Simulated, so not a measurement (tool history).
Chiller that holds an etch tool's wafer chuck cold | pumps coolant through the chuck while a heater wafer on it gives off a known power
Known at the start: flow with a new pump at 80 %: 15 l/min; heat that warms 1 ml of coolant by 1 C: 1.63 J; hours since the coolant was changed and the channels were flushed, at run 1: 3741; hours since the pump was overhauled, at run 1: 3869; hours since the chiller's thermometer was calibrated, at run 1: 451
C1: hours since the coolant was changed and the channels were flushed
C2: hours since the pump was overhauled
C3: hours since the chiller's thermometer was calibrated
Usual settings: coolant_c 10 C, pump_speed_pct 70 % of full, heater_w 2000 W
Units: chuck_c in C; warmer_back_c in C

{"run": 1, "hour": 0.0, "coolant_c": 10, "pump_speed_pct": 70, "heater_w": 2000, "C1": 3741, "C2": 3869, "C3": 451, "chuck_c": 26.1, "warmer_back_c": 5.78}
{"run": 2, "hour": 95.9, "coolant_c": 10, "pump_speed_pct": 70, "heater_w": 2000, "C1": 3837, "C2": 3965, "C3": 547, "chuck_c": 25.9, "warmer_back_c": 5.77}
{"run": 3, "hour": 196.1, "coolant_c": 10, "pump_speed_pct": 70, "heater_w": 2000, "C1": 3937, "C2": 4065, "C3": 647, "chuck_c": 26.0, "warmer_back_c": 5.77}
{"run": 4, "hour": 263.0, "coolant_c": 10, "pump_speed_pct": 70, "heater_w": 2000, "C1": 4004, "C2": 4132, "C3": 714, "chuck_c": 25.8, "warmer_back_c": 5.74}
{"run": 5, "hour": 386.0, "coolant_c": 10, "pump_speed_pct": 70, "heater_w": 2000, "C1": 4127, "C2": 4255, "C3": 837, "chuck_c": 26.0, "warmer_back_c": 5.8}
{"hour": 397.2, "done": "chiller's thermometer calibrated"}
{"run": 6, "hour": 487.0, "coolant_c": 10, "pump_speed_pct": 70, "heater_w": 2000, "C1": 4227, "C2": 4355, "C3": 90, "chuck_c": 26.1, "warmer_back_c": 5.79}
{"run": 7, "hour": 555.1, "coolant_c": 10, "pump_speed_pct": 70, "heater_w": 2000, "C1": 4295, "C2": 4423, "C3": 158, "chuck_c": 26.0, "warmer_back_c": 5.78}
{"run": 8, "hour": 623.9, "coolant_c": 16, "pump_speed_pct": 70, "heater_w": 2000, "C1": 4364, "C2": 4492, "C3": 227, "chuck_c": 32.2, "warmer_back_c": 5.75}
{"run": 9, "hour": 761.1, "coolant_c": 16, "pump_speed_pct": 70, "heater_w": 2000, "C1": 4501, "C2": 4629, "C3": 364, "chuck_c": 32.0, "warmer_back_c": 5.84}

Run 10 comes next. What will it give?
{"run": 10, "hour": 880.3, "coolant_c": 18, "pump_speed_pct": 67, "heater_w": 1149, "C1": 4620, "C2": 4749, "C3": 483, "chuck_c": "?", "warmer_back_c": "?"}

Run 10 gave chuck_c 27.6 C, warmer_back_c 3.49 C.
Without the tool's hidden state the same run would have given chuck_c 26.6 C, warmer_back_c 3.37 C.

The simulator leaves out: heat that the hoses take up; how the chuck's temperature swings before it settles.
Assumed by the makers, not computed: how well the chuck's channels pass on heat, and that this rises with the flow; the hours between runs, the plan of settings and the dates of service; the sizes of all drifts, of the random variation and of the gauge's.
